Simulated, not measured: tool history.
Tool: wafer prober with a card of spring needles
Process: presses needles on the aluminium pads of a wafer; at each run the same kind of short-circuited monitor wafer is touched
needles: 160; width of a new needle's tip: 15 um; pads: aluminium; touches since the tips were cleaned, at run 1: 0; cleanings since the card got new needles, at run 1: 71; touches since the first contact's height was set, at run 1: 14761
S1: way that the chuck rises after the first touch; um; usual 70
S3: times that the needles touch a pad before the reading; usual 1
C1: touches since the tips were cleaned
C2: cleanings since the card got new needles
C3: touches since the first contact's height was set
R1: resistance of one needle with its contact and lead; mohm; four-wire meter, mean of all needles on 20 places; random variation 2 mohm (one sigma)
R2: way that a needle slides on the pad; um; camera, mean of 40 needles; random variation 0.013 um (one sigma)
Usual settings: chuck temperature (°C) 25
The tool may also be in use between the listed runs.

{"run": 1, "hour": 0.0, "S1": 70, "chuck temperature (°C)": 25, "S3": 1, "C1": 0, "C2": 71, "C3": 14761, "R1": 228, "R2": 13.06}
{"hour": 7.8, "done": "tips cleaned on abrasive film"}
{"hour": 15.4, "done": "tips cleaned on abrasive film"}
{"run": 2, "hour": 17.2, "S1": 70, "chuck temperature (°C)": 25, "S3": 1, "C1": 973, "C2": 73, "C3": 23962, "R1": 265, "R2": 13.02}
{"hour": 22.9, "done": "tips cleaned on abrasive film"}
{"hour": 30.3, "done": "tips cleaned on abrasive film"}
{"run": 3, "hour": 34.2, "S1": 70, "chuck temperature (°C)": 25, "S3": 1, "C1": 2117, "C2": 75, "C3": 33015, "R1": 322, "R2": 13}
{"hour": 37.5, "done": "tips cleaned on abrasive film"}
{"run": 4, "hour": 43.2, "S1": 70, "chuck temperature (°C)": 25, "S3": 1, "C1": 3089, "C2": 76, "C3": 37849, "R1": 345, "R2": 12.98}
{"hour": 45.5, "done": "tips cleaned on abrasive film"}
{"hour": 52.9, "done": "tips cleaned on abrasive film"}
{"run": 5, "hour": 59.3, "S1": 70, "chuck temperature (°C)": 25, "S3": 1, "C1": 3484, "C2": 78, "C3": 46428, "R1": 349, "R2": 12.93}
{"hour": 60.4, "done": "tips cleaned on abrasive film"}
{"hour": 67.8, "done": "tips cleaned on abrasive film"}
{"run": 6, "hour": 73.8, "S1": 70, "chuck temperature (°C)": 25, "S3": 1, "C1": 3231, "C2": 80, "C3": 54146, "R1": 354, "R2": 12.93}
{"hour": 75.4, "done": "tips cleaned on abrasive film"}
{"hour": 75.7, "done": "height of the first contact set anew"}
{"hour": 82.7, "done": "tips cleaned on abrasive film"}
{"run": 7, "hour": 86.1, "S1": 70, "chuck temperature (°C)": 25, "S3": 1, "C1": 1824, "C2": 82, "C3": 5535, "R1": 308, "R2": 12.84}
{"hour": 89.5, "done": "tips cleaned on abrasive film"}
{"hour": 97.1, "done": "tips cleaned on abrasive film"}
{"run": 8, "hour": 102.6, "S1": 70, "chuck temperature (°C)": 25, "S3": 1, "C1": 2947, "C2": 84, "C3": 14332, "R1": 347, "R2": 12.79}
{"hour": 104.2, "done": "tips cleaned on abrasive film"}
{"hour": 111.7, "done": "tips cleaned on abrasive film"}
{"hour": 118.8, "done": "tips cleaned on abrasive film"}
{"run": 9, "hour": 119.0, "S1": 59, "chuck temperature (°C)": 66, "S3": 1, "C1": 158, "C2": 87, "C3": 23077, "R1": 255, "R2": 10.7}
{"hour": 125.6, "done": "tips cleaned on abrasive film"}
{"hour": 132.5, "done": "tips cleaned on abrasive film"}
{"run": 10, "hour": 132.5, "S1": 55, "chuck temperature (°C)": 71, "S3": 2, "C1": 0, "C2": 89, "C3": 30254, "R1": 243, "R2": 9.9}
{"hour": 139.7, "done": "tips cleaned on abrasive film"}
{"hour": 147.1, "done": "tips cleaned on abrasive film"}
{"run": 11, "hour": 150.1, "S1": 52, "chuck temperature (°C)": 32, "S3": 1, "C1": 1616, "C2": 91, "C3": 39636, "R1": 366, "R2": 9.3}
{"hour": 154.4, "done": "tips cleaned on abrasive film"}
{"hour": 161.7, "done": "tips cleaned on abrasive film"}
{"run": 12, "hour": 161.7, "S1": 64, "chuck temperature (°C)": 25, "S3": 3, "C1": 0, "C2": 93, "C3": 45786, "R1": 226, "R2": 11.54}
{"hour": 169.9, "done": "tips cleaned on abrasive film"}
{"hour": 178.2, "done": "tips cleaned on abrasive film"}
{"run": 13, "hour": 180.2, "S1": 75, "chuck temperature (°C)": 25, "S3": 3, "C1": 1125, "C2": 95, "C3": 55700, "R1": 243, "R2": 13.57}
{"hour": 185.2, "done": "height of the first contact set anew, once more"}
{"hour": 186.9, "done": "tips cleaned on abrasive film"}
{"hour": 194.6, "done": "tips cleaned on abrasive film"}
{"run": 14, "hour": 199.2, "S1": 75, "chuck temperature (°C)": 25, "S3": 3, "C1": 2473, "C2": 97, "C3": 7456, "R1": 253, "R2": 14}
{"hour": 202.3, "done": "tips cleaned on abrasive film"}
{"hour": 209.4, "done": "tips cleaned on abrasive film"}
{"run": 15, "hour": 209.4, "S1": 75, "chuck temperature (°C)": 25, "S3": 3, "C1": 0, "C2": 99, "C3": 12870, "R1": 220, "R2": 13.98}
{"hour": 217.9, "done": "tips cleaned on abrasive film"}
{"hour": 225.1, "done": "tips cleaned on abrasive film"}
{"run": 16, "hour": 226.5, "S1": 70, "chuck temperature (°C)": 92, "S3": 2, "C1": 760, "C2": 101, "C3": 21970, "R1": 266, "R2": 13.05}

Forecast each of these 4 alternatives for the next run:
{"hour": 233.5, "done": "tips cleaned on abrasive film"}
{"run": "A", "hour": 239.7, "S1": 55, "chuck temperature (°C)": 58, "S3": 1, "C1": 3377, "C2": 102, "C3": 29070, "R1": "?", "R2": "?"}
{"hour": 233.5, "done": "tips cleaned on abrasive film"}
{"run": "B", "hour": 239.7, "S1": 70, "chuck temperature (°C)": 82, "S3": 1, "C1": 3377, "C2": 102, "C3": 29070, "R1": "?", "R2": "?"}
{"hour": 233.5, "done": "tips cleaned on abrasive film"}
{"run": "C", "hour": 239.7, "S1": 58, "chuck temperature (°C)": 25, "S3": 3, "C1": 3377, "C2": 102, "C3": 29070, "R1": "?", "R2": "?"}
{"hour": 233.5, "done": "tips cleaned on abrasive film"}
{"run": "D", "hour": 239.7, "S1": 82, "chuck temperature (°C)": 104, "S3": 2, "C1": 3377, "C2": 102, "C3": 29070, "R1": "?", "R2": "?"}

run=A R1=435 R2=10.22
run=B R1=360 R2=13.05
run=C R1=294 R2=10.78
run=D R1=291 R2=15.28
Without the tool's hidden state the same runs would have given:
run=A R1=229 R2=10.32
run=B R1=233 R2=13.15
run=C R1=222 R2=10.89
run=D R1=235 R2=15.39

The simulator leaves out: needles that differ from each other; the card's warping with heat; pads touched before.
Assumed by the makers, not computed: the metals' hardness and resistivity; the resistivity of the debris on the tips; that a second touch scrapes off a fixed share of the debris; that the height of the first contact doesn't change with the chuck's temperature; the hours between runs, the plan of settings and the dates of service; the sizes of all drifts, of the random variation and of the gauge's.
